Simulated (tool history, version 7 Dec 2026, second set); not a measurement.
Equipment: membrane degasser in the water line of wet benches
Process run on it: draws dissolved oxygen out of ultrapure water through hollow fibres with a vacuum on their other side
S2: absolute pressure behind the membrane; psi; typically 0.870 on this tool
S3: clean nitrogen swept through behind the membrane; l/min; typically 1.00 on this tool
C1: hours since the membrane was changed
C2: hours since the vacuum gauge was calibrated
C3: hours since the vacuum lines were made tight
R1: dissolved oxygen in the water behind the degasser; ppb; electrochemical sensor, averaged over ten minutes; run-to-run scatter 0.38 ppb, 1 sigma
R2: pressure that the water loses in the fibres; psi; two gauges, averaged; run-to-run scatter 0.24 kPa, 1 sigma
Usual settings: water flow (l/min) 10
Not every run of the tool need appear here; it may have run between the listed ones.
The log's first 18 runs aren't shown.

{"run": 19, "hour": 3345.0, "water flow (l/min)": 10, "S2": 0.686, "S3": 0.49, "C1": 8240, "C2": 1351, "C3": 4316, "R1": 72.6, "R2": 8.844}
{"hour": 3486.4, "done": "gauge calibrated"}
{"run": 20, "hour": 3491.8, "water flow (l/min)": 10, "S2": 1.021, "S3": 0.49, "C1": 8387, "C2": 1498, "C3": 4463, "R1": 175.3, "R2": 9.056}
{"run": 21, "hour": 3652.7, "water flow (l/min)": 12, "S2": 1.79, "S3": 1.84, "C1": 8548, "C2": 1658, "C3": 4624, "R1": 147.2, "R2": 10.93}
{"run": 22, "hour": 3904.8, "water flow (l/min)": 9, "S2": 1.366, "S3": 0.88, "C1": 8800, "C2": 1911, "C3": 4876, "R1": 150.0, "R2": 8.129}
{"run": 23, "hour": 4144.6, "water flow (l/min)": 14, "S2": 1.276, "S3": 0.88, "C1": 9040, "C2": 2150, "C3": 5116, "R1": 207.0, "R2": 12.662}
{"run": 24, "hour": 4367.6, "water flow (l/min)": 9, "S2": 1.677, "S3": 1.0, "C1": 9263, "C2": 2373, "C3": 5339, "R1": 178.3, "R2": 8.066}
{"run": 25, "hour": 4550.7, "water flow (l/min)": 12, "S2": 0.982, "S3": 1.0, "C1": 9446, "C2": 2556, "C3": 5522, "R1": 103.6, "R2": 10.765}
{"run": 26, "hour": 4785.1, "water flow (l/min)": 8, "S2": 0.982, "S3": 1.91, "C1": 9680, "C2": 2791, "C3": 5756, "R1": 38.6, "R2": 7.175}
{"run": 27, "hour": 4944.3, "water flow (l/min)": 13, "S2": 1.389, "S3": 1.0, "C1": 9840, "C2": 2950, "C3": 5915, "R1": 196.7, "R2": 11.629}
{"run": 28, "hour": 5129.1, "water flow (l/min)": 9, "S2": 0.674, "S3": 1.0, "C1": 10024, "C2": 3135, "C3": 6100, "R1": 33.3, "R2": 8.061}
{"run": 29, "hour": 5249.0, "water flow (l/min)": 7, "S2": 0.87, "S3": 1.0, "C1": 10144, "C2": 3255, "C3": 6220, "R1": 48.5, "R2": 6.273}
{"run": 30, "hour": 5415.3, "water flow (l/min)": 11, "S2": 0.544, "S3": 0.96, "C1": 10311, "C2": 3421, "C3": 6386, "R1": 18.8, "R2": 9.855}
{"run": 31, "hour": 5520.4, "water flow (l/min)": 9, "S2": 0.87, "S3": 1.0, "C1": 10416, "C2": 3526, "C3": 6491, "R1": 61.1, "R2": 8.028}

Here are 4 independent what-if runs from the current tool condition. What would each one return?
{"run": "A", "hour": 5686.7, "water flow (l/min)": 16, "S2": 1.681, "S3": 0.55, "C1": 10582, "C2": 3692, "C3": 6658, "R1": "?", "R2": "?"}
{"run": "B", "hour": 5686.7, "water flow (l/min)": 9, "S2": 0.87, "S3": 1.0, "C1": 10582, "C2": 3692, "C3": 6658, "R1": "?", "R2": "?"}
{"run": "C", "hour": 5686.7, "water flow (l/min)": 12, "S2": 1.115, "S3": 1.0, "C1": 10582, "C2": 3692, "C3": 6658, "R1": "?", "R2": "?"}
{"run": "D", "hour": 5686.7, "water flow (l/min)": 13, "S2": 2.048, "S3": 1.0, "C1": 10582, "C2": 3692, "C3": 6658, "R1": "?", "R2": "?"}

run=A R1=502.2 R2=14.243
run=B R1=62.1 R2=8.012
run=C R1=128.8 R2=10.685
run=D R1=324.8 R2=11.638
Stripped of hidden state, with their random variation kept, the same runs would have yielded:
run=A R1=502.0 R2=14.485
run=B R1=62.0 R2=8.148
run=C R1=128.7 R2=10.866
run=D R1=324.7 R2=11.837
